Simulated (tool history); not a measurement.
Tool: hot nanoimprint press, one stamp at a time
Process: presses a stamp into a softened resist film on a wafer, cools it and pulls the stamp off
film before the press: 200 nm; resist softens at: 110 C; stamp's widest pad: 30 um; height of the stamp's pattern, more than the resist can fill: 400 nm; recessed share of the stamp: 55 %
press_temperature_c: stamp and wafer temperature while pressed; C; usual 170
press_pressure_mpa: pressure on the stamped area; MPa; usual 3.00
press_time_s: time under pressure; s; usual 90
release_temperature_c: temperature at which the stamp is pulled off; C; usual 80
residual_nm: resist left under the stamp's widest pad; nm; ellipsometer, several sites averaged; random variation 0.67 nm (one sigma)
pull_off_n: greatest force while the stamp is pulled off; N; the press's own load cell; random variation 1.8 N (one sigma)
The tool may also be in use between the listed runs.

run 1 hour=0.0 | press_temperature_c=170 press_pressure_mpa=3.00 press_time_s=90 release_temperature_c=80 | residual_nm=78.2 pull_off_n=178
run 2 hour=32.0 | press_temperature_c=170 press_pressure_mpa=4.71 press_time_s=90 release_temperature_c=80 | residual_nm=59.9 pull_off_n=181
-- hour=95.2 press's hydraulic seals changed and the load cell set to zero
run 3 hour=107.1 | press_temperature_c=170 press_pressure_mpa=4.71 press_time_s=90 release_temperature_c=80 | residual_nm=58.7 pull_off_n=186
run 4 hour=141.5 | press_temperature_c=170 press_pressure_mpa=4.71 press_time_s=90 release_temperature_c=80 | residual_nm=58.2 pull_off_n=190
run 5 hour=200.1 | press_temperature_c=170 press_pressure_mpa=4.71 press_time_s=90 release_temperature_c=80 | residual_nm=58.9 pull_off_n=193
-- hour=222.3 stamp cleaned and given a new release coat
run 6 hour=254.9 | press_temperature_c=170 press_pressure_mpa=4.71 press_time_s=90 release_temperature_c=80 | residual_nm=60.6 pull_off_n=181
-- hour=262.4 plate thermocouple calibrated
run 7 hour=299.9 | press_temperature_c=170 press_pressure_mpa=4.71 press_time_s=90 release_temperature_c=80 | residual_nm=63.0 pull_off_n=186
run 8 hour=353.1 | press_temperature_c=170 press_pressure_mpa=4.71 press_time_s=90 release_temperature_c=80 | residual_nm=63.4 pull_off_n=192
run 9 hour=399.4 | press_temperature_c=170 press_pressure_mpa=3.00 press_time_s=90 release_temperature_c=75 | residual_nm=83.5 pull_off_n=201
-- hour=444.6 stamp cleaned and given a new release coat
run 10 hour=475.3 | press_temperature_c=170 press_pressure_mpa=4.79 press_time_s=63 release_temperature_c=80 | residual_nm=72.0 pull_off_n=184
run 11 hour=523.7 | press_temperature_c=176 press_pressure_mpa=3.00 press_time_s=155 release_temperature_c=80 | residual_nm=51.2 pull_off_n=187
run 12 hour=599.9 | press_temperature_c=176 press_pressure_mpa=3.00 press_time_s=155 release_temperature_c=80 | residual_nm=51.6 pull_off_n=192
-- hour=609.9 plate thermocouple calibrated, once more
run 13 hour=656.2 | press_temperature_c=176 press_pressure_mpa=3.00 press_time_s=155 release_temperature_c=80 | residual_nm=45.0 pull_off_n=193
-- hour=667.4 stamp cleaned and given a new release coat
run 14 hour=706.6 | press_temperature_c=176 press_pressure_mpa=2.44 press_time_s=109 release_temperature_c=80 | residual_nm=58.1 pull_off_n=184
run 15 hour=753.8 | press_temperature_c=170 press_pressure_mpa=3.00 press_time_s=132 release_temperature_c=67 | residual_nm=66.7 pull_off_n=203

Run 16 comes next. What will it give?
run 16 hour=804.1 | press_temperature_c=170 press_pressure_mpa=3.00 press_time_s=132 release_temperature_c=67 | residual_nm=? pull_off_n=?

Run 16 gave residual_nm 67.6 nm, pull_off_n 203 N.
Without the tool's hidden state the same run would have given residual_nm 65.4 nm, pull_off_n 193 N.
